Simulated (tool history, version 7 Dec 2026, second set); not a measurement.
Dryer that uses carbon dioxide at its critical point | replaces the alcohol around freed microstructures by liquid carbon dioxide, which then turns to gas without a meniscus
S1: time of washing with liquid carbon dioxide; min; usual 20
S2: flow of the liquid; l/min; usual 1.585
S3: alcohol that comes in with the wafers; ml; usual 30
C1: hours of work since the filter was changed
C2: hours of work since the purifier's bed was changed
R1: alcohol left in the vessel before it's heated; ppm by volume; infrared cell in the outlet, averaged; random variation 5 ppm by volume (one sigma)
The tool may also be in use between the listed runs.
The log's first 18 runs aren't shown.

Run 19, day 22.729: usual settings but S2 1.2 l/min; C1 66; C2 627. Result: R1 133 ppm by volume.
Run 20, day 24.108: usual settings but S2 1.2 l/min, S3 117 ml; C1 79; C2 641. Result: R1 271 ppm by volume.
Run 21, day 25.821: usual settings but S1 16 min, S2 1.57 l/min, S3 33 ml; C1 96; C2 658. Result: R1 138 ppm by volume.
Run 22, day 27.638: usual settings but S1 13 min, S3 23 ml; C1 114; C2 676. Result: R1 191 ppm by volume.
Run 23, day 28.65: usual settings but S3 76 ml; C1 124; C2 686. Result: R1 124 ppm by volume.
Run 24, day 29.633: usual settings but S3 26 ml; C1 134; C2 695. Result: R1 120 ppm by volume.
Run 25, day 30.967: usual settings but S1 23 min, S2 1.64 l/min, S3 102 ml; C1 147; C2 709. Result: R1 125 ppm by volume.
Run 26, day 32.354: usual settings but S1 23 min, S2 1.64 l/min, S3 102 ml; C1 161; C2 722. Result: R1 128 ppm by volume.
Run 27, day 33.154: usual settings but S3 32 ml; C1 169; C2 730. Result: R1 132 ppm by volume.
Run 28, day 34.429: usual settings but S1 19 min, S2 1.49 l/min, S3 32 ml; C1 181; C2 743. Result: R1 131 ppm by volume.
Run 29, day 36.2: usual settings but S2 2.44 l/min, S3 79 ml; C1 199; C2 761. Result: R1 103 ppm by volume.
Run 30, day 37.612: usual settings but S1 27 min, S3 84 ml; C1 213; C2 775. Result: R1 118 ppm by volume.
Run 31, day 38.683: usual settings but S1 14 min, S2 1.78 l/min, S3 90 ml; C1 224; C2 785. Result: R1 270 ppm by volume.
Run 32, day 40.104: usual settings but S1 14 min, S2 1.14 l/min, S3 71 ml; C1 238; C2 799. Result: R1 798 ppm by volume.
Run 33, day 41.254: usual settings but S1 14 min, S2 1.14 l/min, S3 71 ml; C1 249; C2 811. Result: R1 832 ppm by volume.
Run 34, day 42.738: usual settings but S1 14 min, S2 1.49 l/min, S3 59 ml; C1 264; C2 825. Result: R1 361 ppm by volume.
Run 35, day 43.592: usual settings but S1 25 min, S2 1.49 l/min, S3 59 ml; C1 272; C2 834. Result: R1 129 ppm by volume.
Run 36, day 45.15: usual settings but S1 18 min; C1 288; C2 849. Result: R1 171 ppm by volume.

Forecast each of these 5 alternatives for the next run:
Run A, day 46.912: usual settings but S3 63 ml; C1 305; C2 867. Result: R1 ?.
Run B, day 46.912: usual settings but S2 1.71 l/min, S3 32 ml; C1 305; C2 867. Result: R1 ?.
Run C, day 46.912: usual settings but S1 19 min, S2 1.75 l/min; C1 305; C2 867. Result: R1 ?.
Run D, day 46.912: usual settings but S2 1.62 l/min, S3 22 ml; C1 305; C2 867. Result: R1 ?.
Run E, day 46.912: usual settings but S1 27 min, S2 1.29 l/min, S3 47 ml; C1 305; C2 867. Result: R1 ?.

run   R1
  A  168
  B  144
  C  143
  D  149
  E  153
Without the tool's hidden state the same runs would have given:
run  R1
  A  21
  B  13
  C   9
  D  12
  E  14

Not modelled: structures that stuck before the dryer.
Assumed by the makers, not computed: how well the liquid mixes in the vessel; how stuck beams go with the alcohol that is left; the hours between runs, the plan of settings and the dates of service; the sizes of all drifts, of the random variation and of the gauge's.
